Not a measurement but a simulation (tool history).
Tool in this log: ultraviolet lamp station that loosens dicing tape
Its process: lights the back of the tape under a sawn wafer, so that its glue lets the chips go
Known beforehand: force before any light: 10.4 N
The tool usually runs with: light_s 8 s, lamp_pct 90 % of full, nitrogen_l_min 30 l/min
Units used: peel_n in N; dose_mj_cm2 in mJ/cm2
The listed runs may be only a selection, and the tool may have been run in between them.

run 1 hour=0 | light_s=8 lamp_pct=90 nitrogen_l_min=30 | peel_n=0.171 dose_mj_cm2=239
run 2 hour=7.3 | light_s=8 lamp_pct=90 nitrogen_l_min=30 | peel_n=0.184 dose_mj_cm2=232
run 3 hour=17.9 | light_s=8 lamp_pct=90 nitrogen_l_min=30 | peel_n=0.177 dose_mj_cm2=236
run 4 hour=29.5 | light_s=8 lamp_pct=90 nitrogen_l_min=30 | peel_n=0.182 dose_mj_cm2=234
run 5 hour=41.1 | light_s=8 lamp_pct=90 nitrogen_l_min=30 | peel_n=0.183 dose_mj_cm2=235
run 6 hour=47 | light_s=8 lamp_pct=90 nitrogen_l_min=30 | peel_n=0.183 dose_mj_cm2=231
run 7 hour=56.9 | light_s=8 lamp_pct=90 nitrogen_l_min=30 | peel_n=0.191 dose_mj_cm2=233
run 8 hour=66 | light_s=8 lamp_pct=63 nitrogen_l_min=18 | peel_n=0.862 dose_mj_cm2=156
-- hour=67.4 window cleaned of glue's vapour
run 9 hour=78 | light_s=8 lamp_pct=90 nitrogen_l_min=48 | peel_n=0.141 dose_mj_cm2=217
run 10 hour=84.5 | light_s=6 lamp_pct=96 nitrogen_l_min=30 | peel_n=0.385 dose_mj_cm2=179
run 11 hour=97 | light_s=5 lamp_pct=76 nitrogen_l_min=11 | peel_n=2.398 dose_mj_cm2=117
-- hour=103.4 window cleaned of glue's vapour, once more
run 12 hour=108.7 | light_s=5 lamp_pct=76 nitrogen_l_min=11 | peel_n=2.008 dose_mj_cm2=127
run 13 hour=117.7 | light_s=5 lamp_pct=90 nitrogen_l_min=23 | peel_n=0.763 dose_mj_cm2=158

Each row is a separate what-if for the run after 13, all from the same tool condition, not one after another. Results?
run A hour=127.7 | light_s=5 lamp_pct=90 nitrogen_l_min=34 | peel_n=? dose_mj_cm2=?
run B hour=127.7 | light_s=11 lamp_pct=90 nitrogen_l_min=23 | peel_n=? dose_mj_cm2=?
run C hour=127.7 | light_s=6 lamp_pct=70 nitrogen_l_min=21 | peel_n=? dose_mj_cm2=?

run=A peel_n=0.492 dose_mj_cm2=153
run=B peel_n=0.123 dose_mj_cm2=333
run=C peel_n=0.971 dose_mj_cm2=142
The same runs, with their run-to-run variation unchanged, on a tool lacking any hidden condition would have given:
run=A peel_n=0.434 dose_mj_cm2=160
run=B peel_n=0.117 dose_mj_cm2=348
run=C peel_n=0.874 dose_mj_cm2=149
